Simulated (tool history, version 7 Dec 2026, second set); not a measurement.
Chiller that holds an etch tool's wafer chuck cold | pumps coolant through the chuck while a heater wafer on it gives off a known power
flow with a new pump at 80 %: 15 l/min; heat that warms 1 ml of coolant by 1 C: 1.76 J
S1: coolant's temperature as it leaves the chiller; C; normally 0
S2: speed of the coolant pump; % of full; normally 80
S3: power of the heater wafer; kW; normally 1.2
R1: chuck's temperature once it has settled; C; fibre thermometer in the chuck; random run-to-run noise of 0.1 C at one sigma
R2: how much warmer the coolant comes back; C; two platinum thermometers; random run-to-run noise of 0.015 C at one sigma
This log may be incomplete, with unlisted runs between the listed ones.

{"run": 1, "hour": 0.0, "S1": 0, "S2": 80, "S3": 1.2, "R1": 11.8, "R2": 2.78}
{"run": 2, "hour": 112.0, "S1": 0, "S2": 80, "S3": 1.2, "R1": 11.8, "R2": 2.77}
{"run": 3, "hour": 213.8, "S1": -2, "S2": 80, "S3": 1.2, "R1": 9.7, "R2": 2.78}
{"run": 4, "hour": 273.5, "S1": -2, "S2": 80, "S3": 1.2, "R1": 9.9, "R2": 2.75}
{"run": 5, "hour": 387.8, "S1": -2, "S2": 80, "S3": 1.2, "R1": 9.9, "R2": 2.77}
{"run": 6, "hour": 437.7, "S1": 0, "S2": 80, "S3": 1.2, "R1": 11.9, "R2": 2.8}
{"run": 7, "hour": 539.3, "S1": 0, "S2": 80, "S3": 1.2, "R1": 11.9, "R2": 2.78}
{"run": 8, "hour": 607.1, "S1": 0, "S2": 80, "S3": 1.2, "R1": 11.9, "R2": 2.76}
{"run": 9, "hour": 667.8, "S1": 0, "S2": 63, "S3": 1.2, "R1": 14, "R2": 3.61}
{"run": 10, "hour": 715.8, "S1": -4, "S2": 63, "S3": 1.2, "R1": 10.1, "R2": 3.65}
{"run": 11, "hour": 763.4, "S1": 0, "S2": 80, "S3": 1.2, "R1": 12.2, "R2": 2.8}
{"run": 12, "hour": 836.4, "S1": 0, "S2": 80, "S3": 1.2, "R1": 12.3, "R2": 2.79}
{"run": 13, "hour": 884.9, "S1": 0, "S2": 80, "S3": 1.2, "R1": 12.1, "R2": 2.8}
{"run": 14, "hour": 964.9, "S1": 0, "S2": 80, "S3": 1.2, "R1": 12.2, "R2": 2.8}
{"run": 15, "hour": 1077.4, "S1": 0, "S2": 80, "S3": 1.2, "R1": 12.3, "R2": 2.78}
{"run": 16, "hour": 1141.1, "S1": 0, "S2": 80, "S3": 0.926, "R1": 9.6, "R2": 2.14}
{"run": 17, "hour": 1238.0, "S1": 0, "S2": 80, "S3": 0.926, "R1": 9.8, "R2": 2.19}
{"run": 18, "hour": 1305.7, "S1": 3, "S2": 76, "S3": 1.103, "R1": 14.8, "R2": 2.73}
{"hour": 1330.6, "done": "chiller's thermometer calibrated"}
{"run": 19, "hour": 1410.3, "S1": 2, "S2": 80, "S3": 0.878, "R1": 10.8, "R2": 2.05}
{"run": 20, "hour": 1468.1, "S1": -1, "S2": 72, "S3": 0.626, "R1": 5.8, "R2": 1.64}
{"run": 21, "hour": 1554.6, "S1": 4, "S2": 79, "S3": 1.45, "R1": 18.8, "R2": 3.43}
{"run": 22, "hour": 1603.3, "S1": 4, "S2": 71, "S3": 1.094, "R1": 15.9, "R2": 2.93}
{"run": 23, "hour": 1717.4, "S1": -3, "S2": 82, "S3": 1.204, "R1": 9.1, "R2": 2.76}
{"run": 24, "hour": 1788.2, "S1": 6, "S2": 82, "S3": 1.062, "R1": 16.8, "R2": 2.44}
{"hour": 1839.5, "done": "coolant changed, channels flushed"}
{"run": 25, "hour": 1852.5, "S1": -5, "S2": 69, "S3": 0.762, "R1": 2, "R2": 2.11}
{"run": 26, "hour": 1954.0, "S1": -4, "S2": 76, "S3": 0.702, "R1": 2.2, "R2": 1.74}
{"run": 27, "hour": 2032.2, "S1": -4, "S2": 76, "S3": 0.702, "R1": 2.2, "R2": 1.74}
{"run": 28, "hour": 2105.5, "S1": 2, "S2": 71, "S3": 0.744, "R1": 8.8, "R2": 2}

Forecast run 29:
{"run": 29, "hour": 2175.5, "S1": 2, "S2": 71, "S3": 0.744, "R1": "?", "R2": "?"}

{"run 29": {"R1": 9.1, "R2": 1.97}}
With the hidden condition absent and the run-to-run variation left alone, this run would have shown R1 8.8 C, R2 1.9 C.
